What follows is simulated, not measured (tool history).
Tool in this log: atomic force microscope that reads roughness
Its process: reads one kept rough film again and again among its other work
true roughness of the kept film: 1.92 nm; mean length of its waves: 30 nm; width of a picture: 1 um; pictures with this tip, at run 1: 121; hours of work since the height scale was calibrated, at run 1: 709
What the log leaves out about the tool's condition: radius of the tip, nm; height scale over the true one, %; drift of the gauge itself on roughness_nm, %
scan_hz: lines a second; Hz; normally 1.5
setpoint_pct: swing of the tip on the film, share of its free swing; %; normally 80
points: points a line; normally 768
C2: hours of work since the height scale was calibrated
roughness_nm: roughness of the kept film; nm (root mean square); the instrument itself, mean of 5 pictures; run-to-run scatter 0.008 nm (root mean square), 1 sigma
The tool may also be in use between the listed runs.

{"run": 1, "hour": 0.0, "scan_hz": 1.5, "setpoint_pct": 80, "points": 768, "pictures with this tip": 121, "C2": 709, "roughness_nm": 1.53}
{"hour": 15.7, "done": "new tip fitted"}
{"run": 2, "hour": 48.9, "scan_hz": 1.5, "setpoint_pct": 80, "points": 768, "pictures with this tip": 59, "C2": 735, "roughness_nm": 1.649}
{"hour": 98.7, "done": "new tip fitted"}
{"run": 3, "hour": 103.7, "scan_hz": 1.5, "setpoint_pct": 80, "points": 768, "pictures with this tip": 9, "C2": 764, "roughness_nm": 1.735}
{"run": 4, "hour": 150.6, "scan_hz": 1.5, "setpoint_pct": 80, "points": 768, "pictures with this tip": 92, "C2": 789, "roughness_nm": 1.593}
{"hour": 183.6, "done": "new tip fitted"}
{"run": 5, "hour": 192.8, "scan_hz": 1.5, "setpoint_pct": 80, "points": 551, "pictures with this tip": 16, "C2": 811, "roughness_nm": 1.724}
{"run": 6, "hour": 244.7, "scan_hz": 0.74, "setpoint_pct": 80, "points": 948, "pictures with this tip": 109, "C2": 838, "roughness_nm": 1.617}
{"hour": 268.0, "done": "new tip fitted"}
{"run": 7, "hour": 305.9, "scan_hz": 1.5, "setpoint_pct": 64, "points": 311, "pictures with this tip": 67, "C2": 871, "roughness_nm": 1.682}

What does the tool deliver on the next run?
{"run": 8, "hour": 337.3, "scan_hz": 1.82, "setpoint_pct": 80, "points": 375, "pictures with this tip": 123, "C2": 887, "roughness_nm": "?"}

roughness_nm: 1.526 nm (root mean square)
If the tool had no hidden condition, the same run with the same run-to-run variation would have returned roughness_nm 1.717 nm (root mean square).

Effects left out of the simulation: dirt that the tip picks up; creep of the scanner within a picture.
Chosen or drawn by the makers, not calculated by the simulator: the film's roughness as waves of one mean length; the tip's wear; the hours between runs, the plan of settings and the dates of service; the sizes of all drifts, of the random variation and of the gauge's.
